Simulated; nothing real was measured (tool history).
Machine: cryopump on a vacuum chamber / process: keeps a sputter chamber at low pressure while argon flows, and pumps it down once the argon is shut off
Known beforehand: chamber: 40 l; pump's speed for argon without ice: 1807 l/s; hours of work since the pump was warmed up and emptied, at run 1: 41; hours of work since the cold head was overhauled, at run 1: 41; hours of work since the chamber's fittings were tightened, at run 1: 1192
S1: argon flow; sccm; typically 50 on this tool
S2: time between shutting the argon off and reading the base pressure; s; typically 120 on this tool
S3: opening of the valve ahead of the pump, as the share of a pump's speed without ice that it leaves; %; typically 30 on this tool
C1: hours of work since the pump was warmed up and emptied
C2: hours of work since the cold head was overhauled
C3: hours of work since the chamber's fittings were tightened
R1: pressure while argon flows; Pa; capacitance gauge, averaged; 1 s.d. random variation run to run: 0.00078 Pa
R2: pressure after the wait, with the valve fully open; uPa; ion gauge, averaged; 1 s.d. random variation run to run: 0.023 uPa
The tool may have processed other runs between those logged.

Run 1, hour 0: usual settings; C1 41; C2 41; C3 1192. Result: R1 0.1564 Pa, R2 2.25 uPa.
Run 2, hour 17.4: usual settings; C1 49; C2 49; C3 1199. Result: R1 0.1572 Pa, R2 2.22 uPa.
Run 3, hour 33.5: usual settings; C1 56; C2 56; C3 1206. Result: R1 0.1573 Pa, R2 2.28 uPa.
Run 4, hour 47.4: usual settings but S3 18 %; C1 61; C2 61; C3 1212. Result: R1 0.2592 Pa, R2 2.16 uPa.
Run 5, hour 66: usual settings but S3 18 %; C1 69; C2 69; C3 1220. Result: R1 0.2602 Pa, R2 2.22 uPa.
Run 6, hour 75.3: usual settings but S3 18 %; C1 73; C2 73; C3 1224. Result: R1 0.2623 Pa, R2 2.19 uPa.
Run 7, hour 96.6: usual settings but S3 18 %; C1 83; C2 83; C3 1233. Result: R1 0.2615 Pa, R2 2.2 uPa.
Run 8, hour 105.3: usual settings but S3 18 %; C1 86; C2 86; C3 1237. Result: R1 0.2601 Pa, R2 2.22 uPa.
Run 9, hour 122.6: usual settings but S1 21 sccm; C1 94; C2 94; C3 1244. Result: R1 0.0662 Pa, R2 2.23 uPa.
Run 10, hour 133.8: usual settings but S3 24 %; C1 98; C2 98; C3 1249. Result: R1 0.1969 Pa, R2 2.24 uPa.
Run 11, hour 150.7: usual settings; C1 106; C2 106; C3 1256. Result: R1 0.1564 Pa, R2 2.31 uPa.
Run 12, hour 169.7: usual settings but S3 33 %; C1 114; C2 114; C3 1264. Result: R1 0.1424 Pa, R2 2.28 uPa.
Run 13, hour 184.5: usual settings but S3 33 %; C1 120; C2 120; C3 1270. Result: R1 0.1429 Pa, R2 2.33 uPa.
Run 14, hour 201.6: usual settings but S1 94 sccm; C1 127; C2 127; C3 1278. Result: R1 0.2956 Pa, R2 2.25 uPa.
Run 15, hour 210.9: usual settings but S1 94 sccm; C1 131; C2 131; C3 1282. Result: R1 0.2933 Pa, R2 2.43 uPa.
Run 16, hour 225.9: usual settings but S1 94 sccm; C1 138; C2 138; C3 1288. Result: R1 0.2979 Pa, R2 2.29 uPa.
Run 17, hour 242.2: usual settings but S1 94 sccm; C1 145; C2 145; C3 1295. Result: R1 0.2973 Pa, R2 2.31 uPa.
Run 18, hour 258.9: usual settings but S1 94 sccm; C1 152; C2 152; C3 1302. Result: R1 0.2951 Pa, R2 2.31 uPa.
Run 19, hour 278.9: usual settings but S1 94 sccm; C1 160; C2 160; C3 1311. Result: R1 0.2978 Pa, R2 2.32 uPa.
Run 20, hour 300.4: usual settings but S1 94 sccm; C1 170; C2 170; C3 1320. Result: R1 0.2961 Pa, R2 2.35 uPa.
Run 21, hour 313.6: usual settings but S2 48 s, S3 31 %; C1 175; C2 175; C3 1326. Result: R1 0.1519 Pa, R2 3.26 uPa.
Run 22, hour 332.6: usual settings but S1 39 sccm, S2 216 s, S3 17 %; C1 183; C2 183; C3 1334. Result: R1 0.2161 Pa, R2 2.11 uPa.
Run 23, hour 344.7: usual settings but S1 56 sccm, S2 105 s, S3 36 %; C1 188; C2 188; C3 1339. Result: R1 0.1484 Pa, R2 2.44 uPa.
Run 24, hour 353.9: usual settings but S1 49 sccm, S2 207 s, S3 24 %; C1 192; C2 192; C3 1343. Result: R1 0.1937 Pa, R2 2.1 uPa.
Run 25, hour 373.6: usual settings but S1 29 sccm, S2 30 s, S3 54 %; C1 201; C2 201; C3 1351. Result: R1 0.0506 Pa, R2 4.28 uPa.
Run 26, hour 393.1: usual settings but S1 76 sccm, S2 97 s; C1 209; C2 209; C3 1360. Result: R1 0.241 Pa, R2 2.58 uPa.
Run 27, hour 405.8: usual settings but S1 35 sccm, S2 158 s, S3 28 %; C1 215; C2 215; C3 1365. Result: R1 0.1191 Pa, R2 2.25 uPa.
Run 28, hour 420.1: usual settings but S1 21 sccm, S2 34 s, S3 33 %; C1 221; C2 221; C3 1371. Result: R1 0.0612 Pa, R2 4.12 uPa.
Run 29, hour 438: usual settings but S1 79 sccm, S2 126 s, S3 56 %; C1 228; C2 228; C3 1379. Result: R1 0.1364 Pa, R2 2.42 uPa.
Run 30, hour 456.4: usual settings but S1 49 sccm; C1 236; C2 236; C3 1387. Result: R1 0.1549 Pa, R2 2.38 uPa.
Run 31, hour 466.2: usual settings but S1 49 sccm; C1 240; C2 240; C3 1391. Result: R1 0.1572 Pa, R2 2.43 uPa.
Run 32, hour 480: usual settings but S1 40 sccm, S3 41 %; C1 246; C2 246; C3 1397. Result: R1 0.0938 Pa, R2 2.46 uPa.
Run 33, hour 500.3: usual settings but S1 40 sccm, S3 41 %; C1 255; C2 255; C3 1405. Result: R1 0.0935 Pa, R2 2.44 uPa.
Run 34, hour 519.2: usual settings but S1 40 sccm, S3 41 %; C1 263; C2 263; C3 1413. Result: R1 0.0931 Pa, R2 2.52 uPa.
Run 35, hour 536.6: usual settings but S1 90 sccm, S2 71 s, S3 25 %; C1 270; C2 270; C3 1421. Result: R1 0.3447 Pa, R2 2.98 uPa.

Branching from run 35: 3 alternative next runs. What would each branch give?
Run A, hour 550.8: usual settings but S1 27 sccm, S3 42 %; C1 277; C2 277; C3 1427. Result: R1 ?, R2 ?.
Run B, hour 550.8: usual settings but S1 90 sccm, S2 71 s, S3 22 %; C1 277; C2 277; C3 1427. Result: R1 ?, R2 ?.
Run C, hour 550.8: usual settings but S1 94 sccm, S2 293 s; C1 277; C2 277; C3 1427. Result: R1 ?, R2 ?.

run      R1    R2
  A  0.0613  2.57
  B  0.3875  2.96
  C  0.3016  2.22
Take away the tool's hidden state, keep each run's random variation, and the runs would have read:
run      R1    R2
  A  0.0596   0.8
  B  0.3817  1.23
  C  0.2955  0.45
